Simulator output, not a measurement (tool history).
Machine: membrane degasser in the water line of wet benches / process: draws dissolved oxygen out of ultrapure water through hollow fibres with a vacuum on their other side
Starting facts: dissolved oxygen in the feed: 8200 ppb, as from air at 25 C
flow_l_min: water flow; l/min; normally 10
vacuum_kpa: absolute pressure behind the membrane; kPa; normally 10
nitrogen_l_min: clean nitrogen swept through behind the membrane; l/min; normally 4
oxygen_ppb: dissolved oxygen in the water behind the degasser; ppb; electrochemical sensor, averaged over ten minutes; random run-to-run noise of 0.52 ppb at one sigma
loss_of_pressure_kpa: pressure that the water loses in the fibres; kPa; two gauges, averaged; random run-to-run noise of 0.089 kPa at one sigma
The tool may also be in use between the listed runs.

{"run": 1, "hour": 0.0, "flow_l_min": 10, "vacuum_kpa": 10, "nitrogen_l_min": 4, "oxygen_ppb": 72, "loss_of_pressure_kpa": 39.75}
{"run": 2, "hour": 36.2, "flow_l_min": 10, "vacuum_kpa": 10, "nitrogen_l_min": 4, "oxygen_ppb": 72.2, "loss_of_pressure_kpa": 39.74}
{"run": 3, "hour": 81.3, "flow_l_min": 10, "vacuum_kpa": 10, "nitrogen_l_min": 5.97, "oxygen_ppb": 57.3, "loss_of_pressure_kpa": 39.59}
{"run": 4, "hour": 138.2, "flow_l_min": 10, "vacuum_kpa": 10, "nitrogen_l_min": 4, "oxygen_ppb": 72.8, "loss_of_pressure_kpa": 39.62}
{"run": 5, "hour": 194.1, "flow_l_min": 10, "vacuum_kpa": 10, "nitrogen_l_min": 4, "oxygen_ppb": 71.3, "loss_of_pressure_kpa": 39.7}
{"run": 6, "hour": 262.9, "flow_l_min": 10, "vacuum_kpa": 10, "nitrogen_l_min": 4, "oxygen_ppb": 71.3, "loss_of_pressure_kpa": 39.84}
{"run": 7, "hour": 303.4, "flow_l_min": 10, "vacuum_kpa": 10, "nitrogen_l_min": 4, "oxygen_ppb": 71, "loss_of_pressure_kpa": 39.88}
{"run": 8, "hour": 339.6, "flow_l_min": 10, "vacuum_kpa": 10, "nitrogen_l_min": 4, "oxygen_ppb": 71.7, "loss_of_pressure_kpa": 39.78}
{"run": 9, "hour": 369.5, "flow_l_min": 10, "vacuum_kpa": 10, "nitrogen_l_min": 4, "oxygen_ppb": 72.3, "loss_of_pressure_kpa": 39.81}
{"run": 10, "hour": 412.2, "flow_l_min": 10, "vacuum_kpa": 10, "nitrogen_l_min": 4, "oxygen_ppb": 72.4, "loss_of_pressure_kpa": 39.81}
{"hour": 419.3, "done": "vacuum gauge calibrated"}
{"run": 11, "hour": 453.4, "flow_l_min": 10, "vacuum_kpa": 10, "nitrogen_l_min": 4, "oxygen_ppb": 72.7, "loss_of_pressure_kpa": 39.83}
{"run": 12, "hour": 516.7, "flow_l_min": 10, "vacuum_kpa": 10, "nitrogen_l_min": 4, "oxygen_ppb": 72.4, "loss_of_pressure_kpa": 39.79}
{"run": 13, "hour": 554.5, "flow_l_min": 10, "vacuum_kpa": 10, "nitrogen_l_min": 4, "oxygen_ppb": 73.3, "loss_of_pressure_kpa": 39.6}
{"run": 14, "hour": 586.6, "flow_l_min": 13, "vacuum_kpa": 10, "nitrogen_l_min": 4, "oxygen_ppb": 104.5, "loss_of_pressure_kpa": 51.69}
{"run": 15, "hour": 616.3, "flow_l_min": 10, "vacuum_kpa": 10, "nitrogen_l_min": 4, "oxygen_ppb": 73.5, "loss_of_pressure_kpa": 39.6}
{"run": 16, "hour": 652.4, "flow_l_min": 10, "vacuum_kpa": 10, "nitrogen_l_min": 4, "oxygen_ppb": 74, "loss_of_pressure_kpa": 39.87}
{"run": 17, "hour": 701.7, "flow_l_min": 10, "vacuum_kpa": 10, "nitrogen_l_min": 4, "oxygen_ppb": 73.9, "loss_of_pressure_kpa": 39.76}
{"run": 18, "hour": 759.5, "flow_l_min": 10, "vacuum_kpa": 10, "nitrogen_l_min": 4, "oxygen_ppb": 73.3, "loss_of_pressure_kpa": 39.68}
{"run": 19, "hour": 828.7, "flow_l_min": 10, "vacuum_kpa": 6.5, "nitrogen_l_min": 5.32, "oxygen_ppb": 44.7, "loss_of_pressure_kpa": 39.79}
{"hour": 838.0, "done": "vacuum gauge calibrated, once more"}
{"run": 20, "hour": 888.8, "flow_l_min": 8, "vacuum_kpa": 10, "nitrogen_l_min": 8.44, "oxygen_ppb": 33.7, "loss_of_pressure_kpa": 31.81}
{"run": 21, "hour": 952.1, "flow_l_min": 8, "vacuum_kpa": 10, "nitrogen_l_min": 8.44, "oxygen_ppb": 33.4, "loss_of_pressure_kpa": 31.84}

What does the tool deliver on the next run?
{"run": 22, "hour": 991.4, "flow_l_min": 16, "vacuum_kpa": 6.5, "nitrogen_l_min": 4, "oxygen_ppb": "?", "loss_of_pressure_kpa": "?"}

oxygen_ppb: 106.6 ppb
loss_of_pressure_kpa: 63.7 kPa
With the hidden condition absent and the run-to-run variation left alone, this run would have shown oxygen_ppb 102.9 ppb, loss_of_pressure_kpa 63.31 kPa.

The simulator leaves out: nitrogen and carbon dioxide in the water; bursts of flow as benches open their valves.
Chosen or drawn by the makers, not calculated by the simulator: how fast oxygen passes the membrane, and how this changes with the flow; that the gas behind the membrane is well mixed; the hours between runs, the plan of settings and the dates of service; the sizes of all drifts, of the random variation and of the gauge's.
